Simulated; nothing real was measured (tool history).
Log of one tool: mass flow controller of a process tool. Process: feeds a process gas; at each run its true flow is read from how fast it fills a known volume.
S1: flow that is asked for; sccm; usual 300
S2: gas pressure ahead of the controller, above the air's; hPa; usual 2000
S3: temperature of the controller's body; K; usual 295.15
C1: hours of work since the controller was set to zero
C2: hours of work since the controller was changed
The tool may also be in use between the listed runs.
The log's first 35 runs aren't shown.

{"run": 36, "hour": 2288.3, "S1": 299, "S2": 2110, "S3": 295.15, "C1": 79, "C2": 2283, "true flow (%)": 99.28}
{"run": 37, "hour": 2345.2, "S1": 107, "S2": 2690, "S3": 295.15, "C1": 116, "C2": 2320, "true flow (%)": 98.25}
{"run": 38, "hour": 2424.7, "S1": 300, "S2": 2740, "S3": 306.15, "C1": 167, "C2": 2371, "true flow (%)": 99.31}
{"run": 39, "hour": 2472.1, "S1": 326, "S2": 2160, "S3": 294.15, "C1": 197, "C2": 2401, "true flow (%)": 99.19}
{"run": 40, "hour": 2557.4, "S1": 571, "S2": 2160, "S3": 296.15, "C1": 252, "C2": 2456, "true flow (%)": 99.9}
{"run": 41, "hour": 2596.5, "S1": 221, "S2": 1580, "S3": 294.15, "C1": 277, "C2": 2481, "true flow (%)": 99.5}
{"run": 42, "hour": 2667.1, "S1": 161, "S2": 1560, "S3": 296.15, "C1": 323, "C2": 2527, "true flow (%)": 99.32}
{"run": 43, "hour": 2746.5, "S1": 161, "S2": 1560, "S3": 296.15, "C1": 374, "C2": 2578, "true flow (%)": 99.37}
{"run": 44, "hour": 2837.1, "S1": 300, "S2": 2220, "S3": 295.15, "C1": 432, "C2": 2636, "true flow (%)": 99.15}
{"run": 45, "hour": 2916.9, "S1": 300, "S2": 2220, "S3": 295.15, "C1": 483, "C2": 2687, "true flow (%)": 99.13}
{"run": 46, "hour": 3001.9, "S1": 300, "S2": 2220, "S3": 295.15, "C1": 538, "C2": 2742, "true flow (%)": 99.29}
{"run": 47, "hour": 3083.4, "S1": 649, "S2": 1840, "S3": 294.15, "C1": 591, "C2": 2794, "true flow (%)": 100.15}

3 ways to go on from here, each from the tool as it stands after run 47. What would each give?
{"run": "A", "hour": 3120.8, "S1": 300, "S2": 1830, "S3": 295.15, "C1": 615, "C2": 2818, "true flow (%)": "?"}
{"run": "B", "hour": 3120.8, "S1": 637, "S2": 1840, "S3": 310.15, "C1": 615, "C2": 2818, "true flow (%)": "?"}
{"run": "C", "hour": 3120.8, "S1": 649, "S2": 2690, "S3": 294.15, "C1": 615, "C2": 2818, "true flow (%)": "?"}

run=A true_flow_(%)=99.52
run=B true_flow_(%)=100.93
run=C true_flow_(%)=99.52
Without the tool's hidden state the same runs would have given:
run=A true_flow_(%)=98.89
run=B true_flow_(%)=100.21
run=C true_flow_(%)=98.8
